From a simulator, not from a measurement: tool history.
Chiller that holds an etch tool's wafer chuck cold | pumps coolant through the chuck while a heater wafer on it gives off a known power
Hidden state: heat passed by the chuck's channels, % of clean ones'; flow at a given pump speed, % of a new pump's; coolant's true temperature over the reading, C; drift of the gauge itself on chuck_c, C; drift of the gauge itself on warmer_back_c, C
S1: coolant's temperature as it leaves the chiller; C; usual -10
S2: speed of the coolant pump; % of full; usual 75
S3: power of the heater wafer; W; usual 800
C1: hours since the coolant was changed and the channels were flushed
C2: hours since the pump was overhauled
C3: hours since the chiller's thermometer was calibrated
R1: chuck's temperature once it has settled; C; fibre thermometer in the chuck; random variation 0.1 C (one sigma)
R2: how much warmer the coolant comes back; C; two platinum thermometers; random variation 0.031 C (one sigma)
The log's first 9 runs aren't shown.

run	hour	S1	S2	S3	C1	C2	C3	R1	R2
10	919.8	-10	75	800	1350	6637	677	-2.7	2.87
11	994.8	-10	62	800	1425	6712	752	-1.5	3.46
12	1135.9	-10	62	800	1566	6853	894	-1.4	3.52
13	1230	-10	75	800	1660	6947	988	-2.7	2.91
14	1324.8	-10	68	800	1755	7042	1082	-2	3.16
15	1386.4	-10	68	800	1816	7103	1144	-1.9	3.21
16	1511.3	-10	68	800	1941	7228	1269	-1.8	3.22
17	1606.5	-10	68	800	2037	7323	1364	-2.1	3.19
18	1722	-15	88	852	2152	7439	1480	-8	2.65
19	1782.8	-15	88	852	2213	7500	1540	-7.9	2.67
20	1914.8	-15	65	727	2345	7632	1672	-7.5	3.07
21	2031.7	-7	75	800	2462	7749	1789	0.6	2.91
22	2103.2	-18	75	800	2533	7820	1861	-10.5	3
23	2221.7	-10	92	723	2652	7939	1979	-4.4	2.18
24	2367.8	-10	92	723	2798	8085	2125	-4.3	2.17
25	2476.9	-10	66	758	2907	8194	2235	-2.1	3.24
26	2567.3	-10	66	758	2997	8284	2325	-2.1	3.13
27	2636.9	-3	71	437	3067	8354	2395	1.4	1.76
28	2710.3	-9	84	800	3140	8427	2468	-2	2.67
29	2785.7	-1	71	698	3216	8503	2543	6	2.76
30	2898.3	-1	71	566	3328	8615	2656	4.6	2.25
31	2994	-13	66	451	3424	8711	2752	-8.4	1.89
32	3112.1	-13	66	451	3542	8829	2870	-8.1	1.94

4 ways to go on from here, each from the tool as it stands after run 32. What would each give?
A	3206.3	-3	70	451	3636	8923	2964	?	?
B	3206.3	-10	75	730	3636	8923	2964	?	?
C	3206.3	-17	93	589	3636	8923	2964	?	?
D	3206.3	-4	75	800	3636	8923	2964	?	?

run	R1	R2
A	1.6	1.74
B	-3.1	2.74
C	-12.4	1.81
D	3.6	3.02
Without the tool's hidden state the same runs would have given:
run	R1	R2
A	1	1.47
B	-4.1	2.33
C	-13	1.54
D	2.5	2.56
